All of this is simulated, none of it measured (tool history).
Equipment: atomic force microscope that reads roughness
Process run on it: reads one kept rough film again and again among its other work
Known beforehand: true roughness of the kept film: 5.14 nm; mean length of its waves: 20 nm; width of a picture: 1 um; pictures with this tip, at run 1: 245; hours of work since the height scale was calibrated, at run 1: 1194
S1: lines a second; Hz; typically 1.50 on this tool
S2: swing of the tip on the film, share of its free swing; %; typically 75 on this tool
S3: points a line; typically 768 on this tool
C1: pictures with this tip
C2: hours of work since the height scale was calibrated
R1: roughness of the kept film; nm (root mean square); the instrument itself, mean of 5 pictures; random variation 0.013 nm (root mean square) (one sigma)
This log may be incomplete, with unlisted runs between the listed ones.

run	day	S1	S2	S3	C1	C2	R1
1	0.000	1.50	75	768	245	1194	2.115
# day 0.371: new tip fitted
2	1.096	1.50	75	768	30	1213	2.902
3	3.042	1.50	75	768	109	1246	2.596
4	4.208	1.50	75	768	157	1266	2.441
5	5.404	1.50	75	768	206	1287	2.273
# day 6.604: new tip fitted
6	7.350	1.50	75	768	30	1320	2.902
7	9.196	1.50	75	768	106	1351	2.554
# day 9.367: height scale calibrated on a step standard
8	11.033	1.50	75	768	180	29	2.345
# day 12.908: new tip fitted
9	13.133	1.50	75	768	9	64	3.017
10	14.758	1.50	75	768	76	92	2.707
11	16.017	1.25	87	671	128	114	2.405
# day 16.658: height scale calibrated on a step standard, once more
12	17.758	1.50	82	475	197	19	2.142
# day 19.250: new tip fitted
13	19.900	1.91	75	431	26	55	2.785
14	21.038	1.91	75	431	73	75	2.555
15	22.404	1.96	90	276	129	98	1.998
16	24.129	1.96	90	276	200	128	1.820
# day 25.562: new tip fitted
17	26.396	1.96	90	348	34	166	2.310
18	28.633	0.75	90	348	126	205	2.396
19	29.975	0.75	90	348	181	228	2.230

Hidden state at the last listed run before each entry between runs and at the first one after, where it differs:
In the gap between runs 1 and 2: new tip fitted (day 0.371)
  radius of the tip, nm: 23.2 -> 11.8; height scale over the true one, %: 2.14 -> 2.17
  measured value less the no-hidden-state value, R1: -0.877 -> -0.109 nm (root mean square)
In the gap between runs 5 and 6: new tip fitted (day 6.604)
  radius of the tip, nm: 20.7 -> 11.9; height scale over the true one, %: 2.29 -> 2.35
  measured value less the no-hidden-state value, R1: -0.747 -> -0.113 nm (root mean square)
In the gap between runs 7 and 8: height scale calibrated on a step standard (day 9.367)
  radius of the tip, nm: 15.9 -> 19.9; height scale over the true one, %: 2.4 -> 2.8
  measured value less the no-hidden-state value, R1: -0.437 -> -0.695 nm (root mean square)
In the gap between runs 8 and 9: new tip fitted (day 12.908)
  radius of the tip, nm: 19.9 -> 10.9; height scale over the true one, %: 2.8 -> 2.87
  measured value less the no-hidden-state value, R1: -0.695 -> -0.009 nm (root mean square)
In the gap between runs 11 and 12: height scale calibrated on a step standard, once more (day 16.658)
  radius of the tip, nm: 16.5 -> 20; height scale over the true one, %: 2.96 -> 0.12
  measured value less the no-hidden-state value, R1: -0.440 -> -0.720 nm (root mean square)
In the gap between runs 12 and 13: new tip fitted (day 19.250)
  radius of the tip, nm: 20 -> 11.2; height scale over the true one, %: 0.12 -> 0.19
  measured value less the no-hidden-state value, R1: -0.720 -> -0.106 nm (root mean square)
In the gap between runs 16 and 17: new tip fitted (day 25.562)
  radius of the tip, nm: 20.4 -> 12.3; height scale over the true one, %: 0.3 -> 0.37
  measured value less the no-hidden-state value, R1: -0.634 -> -0.170 nm (root mean square)
